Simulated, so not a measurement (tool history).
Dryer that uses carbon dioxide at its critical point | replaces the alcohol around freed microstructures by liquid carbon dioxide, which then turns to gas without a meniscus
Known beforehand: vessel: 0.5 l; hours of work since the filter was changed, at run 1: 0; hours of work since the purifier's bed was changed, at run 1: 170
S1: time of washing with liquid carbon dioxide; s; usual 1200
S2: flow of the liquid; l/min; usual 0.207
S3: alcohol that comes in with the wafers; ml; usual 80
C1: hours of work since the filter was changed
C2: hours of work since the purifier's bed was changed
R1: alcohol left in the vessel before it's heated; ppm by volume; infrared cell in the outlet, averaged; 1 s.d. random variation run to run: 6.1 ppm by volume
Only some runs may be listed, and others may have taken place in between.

run   hour    S1     S2  S3  C1   C2    R1
  1      0  1200  0.207  80   0  170   273
  2    9.4  1200  0.207  80   5  174   291
  3   20.4  1200  0.207  80  10  180   291
  4   32.3  1200  0.207  80  16  186   288
  5     41  1200  0.207  80  21  190   292
  6   52.8  1200  0.207  80  27  196   299
  7   63.6  1200  0.207  80  32  202   298
  8   75.9  1200  0.207  80  38  208   308
  9   87.9  1200  0.159  87  44  214  1313
 10   97.7   840  0.201  57  49  219  1528
 11  110.5   780  0.311  25  56  225   163
 12  120.6   780  0.311  25  61  230   162
 13  131.9  1200  0.264  54  66  236    95
 14  144.4  1200  0.264  54  73  242    98
 15  153.8  1260  0.264  54  77  247    79

Forecast each of these 5 alternatives for the next run:
  A  160.5  1320  0.216  54  81  251   ?
  B  160.5  1200  0.162  36  81  251   ?
  C  160.5  1260  0.143  77  81  251   ?
  D  160.5  1260  0.181  54  81  251   ?
  E  160.5  1620  0.257  35  81  251   ?

run    R1
  A   144
  B   555
  C  1596
  D   382
  E    68
With the hidden condition removed and each run's random variation left untouched, the same runs would have given:
run    R1
  A    70
  B   424
  C  1319
  D   267
  E    10

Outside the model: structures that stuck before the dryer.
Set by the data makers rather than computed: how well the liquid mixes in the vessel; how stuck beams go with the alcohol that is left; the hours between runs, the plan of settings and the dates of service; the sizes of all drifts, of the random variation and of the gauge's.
